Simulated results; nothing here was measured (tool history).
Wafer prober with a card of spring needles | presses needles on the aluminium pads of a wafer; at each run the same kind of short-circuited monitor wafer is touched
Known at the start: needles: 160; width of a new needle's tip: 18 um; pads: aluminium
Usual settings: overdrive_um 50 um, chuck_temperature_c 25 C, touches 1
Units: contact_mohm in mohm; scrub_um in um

| run | hour | overdrive_um | chuck_temperature_c | touches | contact_mohm | scrub_um |
|---|---|---|---|---|---|---|
| 1 | 0.0 | 50 | 25 | 1 | 487 | 12.69 |
|  | 9.0 | tips cleaned on abrasive film |
|  | 21.4 | tips cleaned on abrasive film |
|  | 34.8 | tips cleaned on abrasive film |
|  | 48.3 | tips cleaned on abrasive film |
| 2 | 49.3 | 50 | 25 | 1 | 365 | 12.63 |
|  | 60.8 | tips cleaned on abrasive film |
|  | 75.6 | tips cleaned on abrasive film |
| 3 | 81.3 | 50 | 25 | 1 | 549 | 12.65 |
|  | 89.9 | tips cleaned on abrasive film |
|  | 103.2 | tips cleaned on abrasive film |
|  | 118.1 | tips cleaned on abrasive film |
| 4 | 122.5 | 50 | 25 | 1 | 541 | 12.59 |
|  | 131.4 | tips cleaned on abrasive film |
|  | 146.1 | tips cleaned on abrasive film |
| 5 | 150.0 | 50 | 25 | 1 | 513 | 12.39 |
|  | 160.3 | tips cleaned on abrasive film |
|  | 170.7 | tips cleaned on abrasive film, once more |
| 6 | 176.3 | 50 | 25 | 1 | 580 | 12.47 |
|  | 183.9 | tips cleaned on abrasive film |
|  | 195.9 | tips cleaned on abrasive film |
| 7 | 197.4 | 50 | 25 | 1 | 404 | 12.49 |
|  | 209.0 | tips cleaned on abrasive film |
|  | 223.1 | tips cleaned on abrasive film |
|  | 236.9 | tips cleaned on abrasive film |
| 8 | 241.8 | 50 | 25 | 1 | 527 | 12.40 |
|  | 250.7 | tips cleaned on abrasive film |
|  | 265.1 | tips cleaned on abrasive film |
| 9 | 268.6 | 50 | 25 | 1 | 508 | 12.40 |
|  | 279.3 | tips cleaned on abrasive film |
|  | 293.8 | tips cleaned on abrasive film |
| 10 | 294.0 | 50 | 76 | 1 | 352 | 12.33 |
|  | 308.1 | tips cleaned on abrasive film |
|  | 321.2 | tips cleaned on abrasive film |
| 11 | 327.6 | 50 | 76 | 1 | 602 | 12.29 |
|  | 335.4 | tips cleaned on abrasive film |
|  | 350.1 | tips cleaned on abrasive film |
|  | 353.3 | height of the first contact set anew |
|  | 364.2 | tips cleaned on abrasive film |
| 12 | 364.6 | 50 | 76 | 1 | 337 | 12.74 |
|  | 377.9 | tips cleaned on abrasive film |
| 13 | 386.9 | 44 | 76 | 2 | 583 | 11.19 |
|  | 390.0 | tips cleaned on abrasive film |
|  | 401.9 | tips cleaned on abrasive film |
|  | 414.6 | tips cleaned on abrasive film |
|  | 426.5 | tips cleaned on abrasive film |
| 14 | 431.3 | 44 | 76 | 2 | 509 | 11.10 |
|  | 439.8 | tips cleaned on abrasive film |
|  | 454.5 | tips cleaned on abrasive film |
| 15 | 458.5 | 64 | 39 | 1 | 416 | 16.16 |
|  | 468.9 | tips cleaned on abrasive film |
|  | 482.4 | tips cleaned on abrasive film |
|  | 497.3 | tips cleaned on abrasive film |
| 16 | 498.0 | 63 | 79 | 2 | 311 | 16.07 |
|  | 511.1 | tips cleaned on abrasive film |
|  | 525.0 | tips cleaned on abrasive film |
| 17 | 525.7 | 36 | 79 | 2 | 405 | 8.85 |
|  | 537.4 | tips cleaned on abrasive film |
|  | 551.1 | tips cleaned on abrasive film |
| 18 | 562.9 | 39 | 113 | 3 | 583 | 9.64 |
|  | 566.0 | tips cleaned on abrasive film |
|  | 579.3 | tips cleaned on abrasive film |
| 19 | 589.4 | 39 | 113 | 3 | 557 | 9.59 |
|  | 592.4 | tips cleaned on abrasive film |
|  | 607.3 | tips cleaned on abrasive film |
|  | 620.1 | tips cleaned on abrasive film |
| 20 | 620.1 | 50 | 84 | 1 | 323 | 12.34 |
|  | 633.9 | tips cleaned on abrasive film |
|  | 646.9 | tips cleaned on abrasive film |
| 21 | 652.1 | 50 | 63 | 1 | 624 | 12.29 |
|  | 660.1 | tips cleaned on abrasive film |
|  | 674.0 | tips cleaned on abrasive film |
|  | 687.6 | tips cleaned on abrasive film |
| 22 | 687.6 | 50 | 89 | 1 | 365 | 12.23 |
|  | 701.2 | tips cleaned on abrasive film |
|  | 715.3 | tips cleaned on abrasive film |
|  | 720.7 | height of the first contact set anew |
|  | 729.4 | tips cleaned on abrasive film |
| 23 | 729.8 | 64 | 86 | 2 | 313 | 16.29 |

4 ways to go on from here, each from the tool as it stands after run 23. What would each give?
|  | 741.6 | tips cleaned on abrasive film |
|  | 756.4 | tips cleaned on abrasive film |
|  | 769.1 | tips cleaned on abrasive film |
| A | 773.8 | 33 | 27 | 1 | ? | ? |
|  | 741.6 | tips cleaned on abrasive film |
|  | 756.4 | tips cleaned on abrasive film |
|  | 769.1 | tips cleaned on abrasive film |
| B | 773.8 | 46 | 86 | 2 | ? | ? |
|  | 741.6 | tips cleaned on abrasive film |
|  | 756.4 | tips cleaned on abrasive film |
|  | 769.1 | tips cleaned on abrasive film |
| C | 773.8 | 37 | 54 | 2 | ? | ? |
|  | 741.6 | tips cleaned on abrasive film |
|  | 756.4 | tips cleaned on abrasive film |
|  | 769.1 | tips cleaned on abrasive film |
| D | 773.8 | 47 | 86 | 2 | ? | ? |

| run | contact_mohm | scrub_um |
|---|---|---|
| A | 1026 | 8.36 |
| B | 516 | 11.71 |
| C | 638 | 9.45 |
| D | 507 | 11.91 |
Without the tool's hidden state the same runs would have given:
| run | contact_mohm | scrub_um |
|---|---|---|
| A | 294 | 8.45 |
| B | 300 | 11.80 |
| C | 297 | 9.55 |
| D | 300 | 12.00 |
